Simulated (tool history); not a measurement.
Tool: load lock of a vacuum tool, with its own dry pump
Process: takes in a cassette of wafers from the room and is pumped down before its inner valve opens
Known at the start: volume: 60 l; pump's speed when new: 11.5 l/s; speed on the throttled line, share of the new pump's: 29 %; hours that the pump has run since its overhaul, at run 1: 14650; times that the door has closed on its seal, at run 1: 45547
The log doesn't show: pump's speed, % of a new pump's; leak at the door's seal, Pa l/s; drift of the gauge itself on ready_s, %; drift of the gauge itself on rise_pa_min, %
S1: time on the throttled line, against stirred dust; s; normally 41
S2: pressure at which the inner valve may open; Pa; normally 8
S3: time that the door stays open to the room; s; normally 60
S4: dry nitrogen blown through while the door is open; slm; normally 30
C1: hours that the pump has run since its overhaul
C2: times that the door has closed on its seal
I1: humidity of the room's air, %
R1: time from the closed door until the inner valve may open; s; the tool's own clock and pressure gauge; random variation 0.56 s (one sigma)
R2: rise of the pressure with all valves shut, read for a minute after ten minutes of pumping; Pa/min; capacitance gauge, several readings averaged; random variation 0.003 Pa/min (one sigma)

run 1 day=0 | S1=41 S2=8 S3=60 S4=30 | C1=14650 C2=45547 | I1=48 | R1=90.8 R2=0.184
run 2 day=10.562 | S1=41 S2=8 S3=60 S4=30 | C1=14904 C2=46242 | I1=45 | R1=91.1 R2=0.182
run 3 day=27.729 | S1=41 S2=8 S3=60 S4=30 | C1=15316 C2=47373 | I1=44.9 | R1=90.8 R2=0.191
-- day=34.958 dry pump taken out, an overhauled one fitted
run 4 day=51.788 | S1=41 S2=8 S3=60 S4=30 | C1=404 C2=48941 | I1=47.1 | R1=78.2 R2=0.202
run 5 day=72.388 | S1=41 S2=8 S3=60 S4=30 | C1=898 C2=50297 | I1=42.1 | R1=78.8 R2=0.208
run 6 day=85.079 | S1=41 S2=8 S3=60 S4=30 | C1=1203 C2=51133 | I1=46.4 | R1=80.4 R2=0.214
run 7 day=97.492 | S1=41 S2=8 S3=60 S4=30 | C1=1501 C2=51950 | I1=45.1 | R1=80.3 R2=0.217
run 8 day=119.704 | S1=41 S2=8 S3=60 S4=30 | C1=2034 C2=53413 | I1=45.9 | R1=80.1 R2=0.222
run 9 day=140.15 | S1=41 S2=8 S3=60 S4=30 | C1=2525 C2=54759 | I1=44 | R1=79.5 R2=0.227
run 10 day=153.479 | S1=41 S2=8 S3=60 S4=30 | C1=2845 C2=55637 | I1=44.2 | R1=79.9 R2=0.238
run 11 day=171.812 | S1=41 S2=8 S3=60 S4=30 | C1=3285 C2=56844 | I1=48 | R1=80.5 R2=0.248
run 12 day=193.279 | S1=41 S2=8 S3=60 S4=30 | C1=3800 C2=58258 | I1=44.4 | R1=80.4 R2=0.256
run 13 day=208.488 | S1=41 S2=8 S3=60 S4=30 | C1=4165 C2=59259 | I1=44.2 | R1=81.9 R2=0.262
run 14 day=229.646 | S1=41 S2=8 S3=28 S4=30 | C1=4673 C2=60653 | I1=46.7 | R1=82.6 R2=0.272
run 15 day=253.342 | S1=41 S2=8 S3=28 S4=30 | C1=5241 C2=62213 | I1=44.8 | R1=81.5 R2=0.281
run 16 day=267.758 | S1=41 S2=8 S3=28 S4=30 | C1=5587 C2=63162 | I1=44.6 | R1=81.9 R2=0.291
run 17 day=292.817 | S1=54 S2=8 S3=60 S4=30 | C1=6189 C2=64812 | I1=45.2 | R1=91.6 R2=0.304
run 18 day=309.6 | S1=54 S2=8 S3=60 S4=30 | C1=6591 C2=65918 | I1=45.1 | R1=92.7 R2=0.319
run 19 day=334.367 | S1=54 S2=8 S3=60 S4=30 | C1=7186 C2=67549 | I1=45.8 | R1=92.7 R2=0.322
run 20 day=354.408 | S1=54 S2=8 S3=60 S4=30 | C1=7667 C2=68868 | I1=44.4 | R1=92.2 R2=0.341
run 21 day=367.071 | S1=54 S2=10 S3=38 S4=4 | C1=7971 C2=69702 | I1=44.4 | R1=91.4 R2=0.338
run 22 day=377.275 | S1=35 S2=12 S3=60 S4=14 | C1=8216 C2=70374 | I1=47.6 | R1=78.4 R2=0.356
run 23 day=398.817 | S1=42 S2=8 S3=60 S4=30 | C1=8733 C2=71793 | I1=45.9 | R1=86.7 R2=0.36
run 24 day=424.071 | S1=66 S2=11 S3=60 S4=5 | C1=9339 C2=73456 | I1=46.5 | R1=100.3 R2=0.386
run 25 day=448.975 | S1=66 S2=12 S3=31 S4=14 | C1=9936 C2=75096 | I1=43.1 | R1=100.1 R2=0.393
run 26 day=461.267 | S1=66 S2=8 S3=108 S4=11 | C1=10231 C2=75905 | I1=44.2 | R1=103 R2=0.398
run 27 day=483.142 | S1=66 S2=8 S3=108 S4=11 | C1=10756 C2=77345 | I1=43.2 | R1=103.8 R2=0.412
-- day=504.908 door's seal changed, seat wiped
run 28 day=506.842 | S1=41 S2=8 S3=38 S4=8 | C1=11324 C2=127 | I1=43.3 | R1=87.4 R2=0.022
run 29 day=519.621 | S1=32 S2=11 S3=181 S4=12 | C1=11630 C2=968 | I1=41.4 | R1=78.4 R2=0.032
run 30 day=537.658 | S1=70 S2=7 S3=64 S4=30 | C1=12063 C2=2156 | I1=44.2 | R1=107.5 R2=0.019
run 31 day=551.208 | S1=70 S2=6 S3=124 S4=30 | C1=12389 C2=3048 | I1=42.4 | R1=108.1 R2=0.024
run 32 day=561.875 | S1=70 S2=6 S3=124 S4=30 | C1=12645 C2=3751 | I1=42.6 | R1=109.5 R2=0.028
run 33 day=585.154 | S1=41 S2=10 S3=60 S4=14 | C1=13203 C2=5284 | I1=44.4 | R1=88 R2=0.035
run 34 day=598.217 | S1=41 S2=10 S3=32 S4=14 | C1=13517 C2=6144 | I1=43.2 | R1=88.2 R2=0.027
run 35 day=609.912 | S1=41 S2=10 S3=32 S4=14 | C1=13797 C2=6914 | I1=43.2 | R1=87.6 R2=0.025
run 36 day=629.346 | S1=27 S2=10 S3=29 S4=7 | C1=14264 C2=8194 | I1=47.7 | R1=79.2 R2=0.032

Below, some changes in R1 between adjacent runs. For each, the amount present without the hidden state too (settings, incoming material, random variation) and the amount remaining for the hidden state with gauge scatter not shared by both compared results:
Run 3 -> 4: dry pump taken out, an overhauled one fitted. R1 -12.6 s: hidden state -12.7, all else +0.1.
Run 27 -> 28: S1 66 -> 41, S3 108 -> 38, S4 11 -> 8, door's seal changed, seat wiped. R1 -16.4 s: hidden state +1.9, all else -18.3.
Run 29 -> 30: S1 32 -> 70, S2 11 -> 7, S3 181 -> 64, S4 12 -> 30. R1 +29.1 s: hidden state -1.4, all else +30.5.
Run 32 -> 33: S1 70 -> 41, S2 6 -> 10, S3 124 -> 60, S4 30 -> 14. R1 -21.5 s: hidden state +2, all else -23.5.

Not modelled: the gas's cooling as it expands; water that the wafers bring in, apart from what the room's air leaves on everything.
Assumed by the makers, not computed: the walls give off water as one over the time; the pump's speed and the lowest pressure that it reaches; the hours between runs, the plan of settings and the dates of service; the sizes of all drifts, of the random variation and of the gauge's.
